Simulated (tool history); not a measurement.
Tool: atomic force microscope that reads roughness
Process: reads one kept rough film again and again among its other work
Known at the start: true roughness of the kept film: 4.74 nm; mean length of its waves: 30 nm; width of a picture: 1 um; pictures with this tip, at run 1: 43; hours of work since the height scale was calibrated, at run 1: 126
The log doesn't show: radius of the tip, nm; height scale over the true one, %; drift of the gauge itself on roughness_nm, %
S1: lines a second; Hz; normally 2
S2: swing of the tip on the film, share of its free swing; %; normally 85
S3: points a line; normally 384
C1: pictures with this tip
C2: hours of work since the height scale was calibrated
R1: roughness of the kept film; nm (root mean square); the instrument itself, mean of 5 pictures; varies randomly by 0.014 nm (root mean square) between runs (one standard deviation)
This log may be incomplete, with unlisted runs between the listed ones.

run   hour    S1  S2   S3   C1   C2     R1
  1      0     2  85  384   43  126  3.116
  2    6.7     2  85  384   54  130  3.039
  3   16.1     2  70  384   68  135  3.248
  4   23.1     2  70  384   79  138  3.185
  5     29     2  70  384   88  141  3.132
  6   35.7     2  70  384   98  145  3.076
  7   47.2     2  85  384  115  151  2.715
  8   53.1     2  85  384  124  154  2.689
  9     65     2  85  384  142  160  2.616
 10   72.9     2  85  897  154  164  2.554
 11   83.3     2  85  603  170  170  2.505
        86  -- new tip fitted
 12   89.4  2.67  85  384    5  173  3.206
 13   94.3     2  85  700   12  175  3.378
 14  102.7     2  85  384   25  180  3.256
 15  114.6  1.02  85  384   43  186  3.402
 16  120.6  1.02  85  384   52  189  3.376
 17  128.8  1.02  85  384   65  193  3.283
 18  135.5  1.44  85  384   75  197  3.109
 19  141.3     2  85  384   84  200  2.904
 20  149.6     2  85  384   97  204  2.855
 21  155.2     2  85  384  105  207  2.776
 22  161.1     2  85  384  114  210  2.755
 23  169.8     2  85  384  127  215  2.692
 24  179.7  0.85  85  384  142  220  2.886
 25  188.7  0.85  85  384  156  224   2.85
 26  199.7  0.85  85  384  173  230  2.784
     201.3  -- new tip fitted
 27  206.3  2.75  68  422    8  233  3.605
 28  216.6     2  84  626   24  239  3.275
 29  223.6  0.97  59  545   34  242  3.744
 30  233.2  3.07  61  384   49  247  3.424
 31  244.4  3.07  61  384   66  253  3.318
 32  252.4  3.25  70  294   78  257  3.012
 33  261.4  3.25  70  294   92  262  2.936
 34  268.4  1.93  77  549  103  266  2.961
 35  275.1  0.88  85  686  113  269   3.03
 36  280.2  1.36  85  453  121  272  2.865
 37    288  1.36  85  453  133  276  2.809
 38    293  0.65  64  923  140  279  3.088
 39  302.4  2.12  63  481  154  284  2.889
 40  310.4     2  85  496  167  288  2.508
     315.9  -- new tip fitted
 41  319.2     2  56  559    5  292  3.883
 42  324.2  2.62  75  504   13  295  3.395
 43    336     2  85  559   31  301  3.209
 44  341.9  2.76  57  340   40  304  3.525
 45  352.6  2.76  57  340   56  309  3.441
 46  359.3  2.76  64  287   66  313  3.241
 47  365.6  2.76  64  287   76  316  3.191
 48  374.4     2  73  591   89  321  3.102
 49  384.8     2  70  384  105  326  3.024
 50  391.6     2  70  384  115  330  2.992
 51    400  0.85  76  870  128  334  3.033
 52  407.9  0.85  76  870  140  338  2.951

Below, some changes in R1 between adjacent runs. For each, the amount present without the hidden state too (settings, incoming material, random variation) and the amount remaining for the hidden state with gauge scatter not shared by both compared results:
Run 11 -> 12: S1 2 -> 2.67, S3 603 -> 384, new tip fitted. R1 +0.701 nm (root mean square): hidden state +0.915, all else -0.214.
Run 26 -> 27: S1 0.85 -> 2.75, S2 85 -> 68, S3 384 -> 422, new tip fitted. R1 +0.821 nm (root mean square): hidden state +0.927, all else -0.106.
Run 40 -> 41: S2 85 -> 56, S3 496 -> 559, new tip fitted. R1 +1.375 nm (root mean square): hidden state +0.857, all else +0.518.
